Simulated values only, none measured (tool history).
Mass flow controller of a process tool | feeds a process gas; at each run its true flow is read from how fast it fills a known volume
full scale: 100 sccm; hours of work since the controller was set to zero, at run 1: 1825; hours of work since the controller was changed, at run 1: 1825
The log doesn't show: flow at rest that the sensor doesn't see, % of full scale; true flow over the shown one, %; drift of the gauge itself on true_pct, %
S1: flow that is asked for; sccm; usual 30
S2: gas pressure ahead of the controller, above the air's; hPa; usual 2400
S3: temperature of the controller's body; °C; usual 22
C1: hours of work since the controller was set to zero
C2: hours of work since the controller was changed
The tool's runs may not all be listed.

run 1 day=0 | S1=30 S2=2400 S3=22 | C1=1825 C2=1825 | true_flow_(%)=96.79
run 2 day=8.217 | S1=30 S2=2400 S3=33 | C1=1957 C2=1957 | true_flow_(%)=97.77
run 3 day=14.862 | S1=11 S2=2400 S3=22 | C1=2063 C2=2063 | true_flow_(%)=94.15
run 4 day=21.138 | S1=11 S2=2400 S3=22 | C1=2164 C2=2164 | true_flow_(%)=93.98
run 5 day=30.025 | S1=30 S2=2400 S3=22 | C1=2306 C2=2306 | true_flow_(%)=96.31
run 6 day=36.288 | S1=30 S2=2400 S3=34 | C1=2407 C2=2407 | true_flow_(%)=97.31
run 7 day=44.329 | S1=30 S2=2400 S3=34 | C1=2536 C2=2536 | true_flow_(%)=97.22
run 8 day=53.792 | S1=30 S2=2400 S3=34 | C1=2687 C2=2687 | true_flow_(%)=97.03
run 9 day=60.921 | S1=30 S2=1520 S3=34 | C1=2802 C2=2802 | true_flow_(%)=97.43
run 10 day=67.492 | S1=30 S2=1520 S3=34 | C1=2907 C2=2907 | true_flow_(%)=97.58
run 11 day=71.983 | S1=30 S2=2400 S3=22 | C1=2979 C2=2979 | true_flow_(%)=95.74
run 12 day=77.396 | S1=30 S2=2400 S3=38 | C1=3066 C2=3066 | true_flow_(%)=96.96
run 13 day=85.612 | S1=30 S2=2400 S3=38 | C1=3197 C2=3197 | true_flow_(%)=96.91
run 14 day=91.625 | S1=30 S2=2090 S3=22 | C1=3294 C2=3294 | true_flow_(%)=95.72
run 15 day=98.683 | S1=30 S2=2090 S3=22 | C1=3407 C2=3407 | true_flow_(%)=95.58
run 16 day=107.562 | S1=30 S2=2400 S3=22 | C1=3549 C2=3549 | true_flow_(%)=95.23
run 17 day=113.008 | S1=30 S2=1400 S3=22 | C1=3637 C2=3637 | true_flow_(%)=95.94
run 18 day=122.158 | S1=30 S2=1410 S3=22 | C1=3783 C2=3783 | true_flow_(%)=95.58
run 19 day=128.779 | S1=30 S2=1410 S3=22 | C1=3890 C2=3890 | true_flow_(%)=95.68
run 20 day=136.308 | S1=31 S2=2400 S3=22 | C1=4010 C2=4010 | true_flow_(%)=94.85
run 21 day=145.779 | S1=30 S2=2400 S3=22 | C1=4162 C2=4162 | true_flow_(%)=94.63
run 22 day=153.217 | S1=30 S2=2400 S3=22 | C1=4281 C2=4281 | true_flow_(%)=94.41
run 23 day=158.829 | S1=30 S2=2400 S3=22 | C1=4371 C2=4371 | true_flow_(%)=94.42
run 24 day=165.812 | S1=30 S2=2400 S3=22 | C1=4483 C2=4483 | true_flow_(%)=94.28
run 25 day=173.862 | S1=30 S2=2400 S3=22 | C1=4612 C2=4612 | true_flow_(%)=94.13
run 26 day=182.879 | S1=62 S2=1880 S3=36 | C1=4757 C2=4757 | true_flow_(%)=97.48
run 27 day=190.95 | S1=29 S2=1750 S3=24 | C1=4886 C2=4886 | true_flow_(%)=94.58
run 28 day=198.346 | S1=30 S2=2210 S3=22 | C1=5005 C2=5005 | true_flow_(%)=94.04
run 29 day=203.975 | S1=30 S2=2210 S3=22 | C1=5095 C2=5095 | true_flow_(%)=93.92
run 30 day=211.258 | S1=30 S2=2210 S3=22 | C1=5212 C2=5212 | true_flow_(%)=93.76
run 31 day=217.388 | S1=30 S2=2680 S3=38 | C1=5310 C2=5310 | true_flow_(%)=94.72
run 32 day=222.646 | S1=30 S2=2680 S3=38 | C1=5394 C2=5394 | true_flow_(%)=94.73
run 33 day=231.054 | S1=27 S2=1920 S3=38 | C1=5529 C2=5529 | true_flow_(%)=94.71
run 34 day=239.596 | S1=29 S2=1520 S3=27 | C1=5666 C2=5666 | true_flow_(%)=94.07
run 35 day=243.8 | S1=31 S2=2580 S3=33 | C1=5734 C2=5734 | true_flow_(%)=94.12
run 36 day=248.779 | S1=21 S2=2290 S3=27 | C1=5813 C2=5813 | true_flow_(%)=92.03
run 37 day=256.062 | S1=21 S2=2290 S3=27 | C1=5930 C2=5930 | true_flow_(%)=91.9
run 38 day=263.142 | S1=31 S2=1430 S3=22 | C1=6044 C2=6044 | true_flow_(%)=93.75
run 39 day=267.296 | S1=30 S2=1430 S3=28 | C1=6110 C2=6110 | true_flow_(%)=94.15
run 40 day=275.408 | S1=30 S2=1430 S3=28 | C1=6240 C2=6240 | true_flow_(%)=93.94
run 41 day=281.438 | S1=30 S2=1430 S3=28 | C1=6337 C2=6337 | true_flow_(%)=93.92
-- day=283.092 controller's zero set anew
run 42 day=287.433 | S1=30 S2=1430 S3=28 | C1=70 C2=6433 | true_flow_(%)=97.56
run 43 day=292.675 | S1=64 S2=1670 S3=22 | C1=154 C2=6517 | true_flow_(%)=97.12
run 44 day=298.517 | S1=68 S2=1670 S3=22 | C1=247 C2=6610 | true_flow_(%)=97.02
run 45 day=306.5 | S1=68 S2=2520 S3=22 | C1=375 C2=6738 | true_flow_(%)=96.29
run 46 day=315.829 | S1=29 S2=1490 S3=22 | C1=525 C2=6888 | true_flow_(%)=96.48
run 47 day=325.092 | S1=29 S2=1490 S3=22 | C1=673 C2=7037 | true_flow_(%)=96.24
run 48 day=333.579 | S1=15 S2=2400 S3=30 | C1=809 C2=7173 | true_flow_(%)=95.36
run 49 day=339.179 | S1=23 S2=1620 S3=23 | C1=899 C2=7262 | true_flow_(%)=95.9

Forecast each of these 3 alternatives for the next run:
run A day=348.496 | S1=35 S2=1450 S3=31 | C1=1049 C2=7412 | true_flow_(%)=?
run B day=348.496 | S1=17 S2=2270 S3=23 | C1=1049 C2=7412 | true_flow_(%)=?
run C day=348.496 | S1=37 S2=1800 S3=22 | C1=1049 C2=7412 | true_flow_(%)=?

run=A true_flow_(%)=97.11
run=B true_flow_(%)=94.81
run=C true_flow_(%)=95.99
Without the tool's hidden state the same runs would have given:
run=A true_flow_(%)=100.39
run=B true_flow_(%)=98.71
run=C true_flow_(%)=99.23
